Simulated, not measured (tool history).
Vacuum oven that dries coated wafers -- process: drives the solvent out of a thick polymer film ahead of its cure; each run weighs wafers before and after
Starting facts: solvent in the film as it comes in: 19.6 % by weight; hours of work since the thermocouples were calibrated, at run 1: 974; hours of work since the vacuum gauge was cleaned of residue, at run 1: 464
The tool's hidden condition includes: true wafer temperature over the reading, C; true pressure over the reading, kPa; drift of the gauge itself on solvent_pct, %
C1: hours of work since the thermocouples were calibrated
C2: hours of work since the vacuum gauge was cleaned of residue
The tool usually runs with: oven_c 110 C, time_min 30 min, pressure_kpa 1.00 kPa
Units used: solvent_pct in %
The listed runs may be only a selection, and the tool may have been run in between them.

Run 1, hour 0.0: usual settings; C1 974; C2 464. Result: solvent_pct 5.39 %.
Run 2, hour 9.5: usual settings; C1 981; C2 471. Result: solvent_pct 5.39 %.
Run 3, hour 17.7: usual settings; C1 987; C2 477. Result: solvent_pct 5.46 %.
Run 4, hour 33.0: usual settings; C1 998; C2 488. Result: solvent_pct 5.55 %.
Run 5, hour 44.1: usual settings; C1 1006; C2 496. Result: solvent_pct 5.50 %.
Run 6, hour 53.5: usual settings but time_min 50 min; C1 1013; C2 502. Result: solvent_pct 3.16 %.
Run 7, hour 65.4: usual settings; C1 1022; C2 511. Result: solvent_pct 5.57 %.
Run 8, hour 80.0: usual settings; C1 1032; C2 522. Result: solvent_pct 5.59 %.
Run 9, hour 90.4: usual settings; C1 1040; C2 529. Result: solvent_pct 5.60 %.
Run 10, hour 99.7: usual settings but pressure_kpa 0.60 kPa; C1 1046; C2 536. Result: solvent_pct 5.32 %.
Run 11, hour 107.9: usual settings but pressure_kpa 0.60 kPa; C1 1052; C2 542. Result: solvent_pct 5.14 %.
At hour 110.6: oven's thermocouples calibrated.
Run 12, hour 119.5: usual settings but pressure_kpa 0.60 kPa; C1 6; C2 549. Result: solvent_pct 5.57 %.
Run 13, hour 133.2: usual settings but oven_c 120 C, pressure_kpa 3.65 kPa; C1 16; C2 559. Result: solvent_pct 5.12 %.
Run 14, hour 148.0: usual settings but oven_c 121 C, pressure_kpa 3.96 kPa; C1 27; C2 569. Result: solvent_pct 5.14 %.
Run 15, hour 157.4: usual settings but oven_c 105 C, time_min 23 min, pressure_kpa 1.30 kPa; C1 34; C2 576. Result: solvent_pct 8.90 %.
Run 16, hour 168.8: usual settings but time_min 35 min, pressure_kpa 0.74 kPa; C1 42; C2 585. Result: solvent_pct 4.74 %.
At hour 176.8: oven's thermocouples calibrated, once more.
Run 17, hour 179.7: usual settings but time_min 21 min, pressure_kpa 1.75 kPa; C1 2; C2 591. Result: solvent_pct 7.42 %.
Run 18, hour 190.9: usual settings but oven_c 120 C, time_min 36 min, pressure_kpa 0.54 kPa; C1 10; C2 599. Result: solvent_pct 1.78 %.
Run 19, hour 199.6: usual settings but pressure_kpa 1.32 kPa; C1 17; C2 605. Result: solvent_pct 5.34 %.
Run 20, hour 208.8: usual settings but time_min 15 min, pressure_kpa 2.68 kPa; C1 23; C2 612. Result: solvent_pct 9.82 %.
Run 21, hour 221.3: usual settings but oven_c 102 C, time_min 22 min, pressure_kpa 0.62 kPa; C1 32; C2 621. Result: solvent_pct 8.78 %.
Run 22, hour 232.3: usual settings but oven_c 102 C, time_min 22 min, pressure_kpa 0.62 kPa; C1 40; C2 629. Result: solvent_pct 8.67 %.
Run 23, hour 242.7: usual settings but oven_c 102 C, time_min 22 min, pressure_kpa 0.62 kPa; C1 48; C2 637. Result: solvent_pct 8.73 %.

Below are 3 alternative next runs, each starting from the tool's condition after run 23. Predict each:
Run A, hour 250.9: usual settings but oven_c 102 C, time_min 21 min, pressure_kpa 0.62 kPa; C1 54; C2 643. Result: solvent_pct ?.
Run B, hour 250.9: usual settings but time_min 22 min, pressure_kpa 0.85 kPa; C1 54; C2 643. Result: solvent_pct ?.
Run C, hour 250.9: usual settings but time_min 23 min; C1 54; C2 643. Result: solvent_pct ?.

run  solvent_pct
  A         8.93
  B         6.58
  C         6.52
Take away the tool's hidden state, keep each run's random variation, and the runs would have read:
run  solvent_pct
  A         8.60
  B         6.28
  C         6.21

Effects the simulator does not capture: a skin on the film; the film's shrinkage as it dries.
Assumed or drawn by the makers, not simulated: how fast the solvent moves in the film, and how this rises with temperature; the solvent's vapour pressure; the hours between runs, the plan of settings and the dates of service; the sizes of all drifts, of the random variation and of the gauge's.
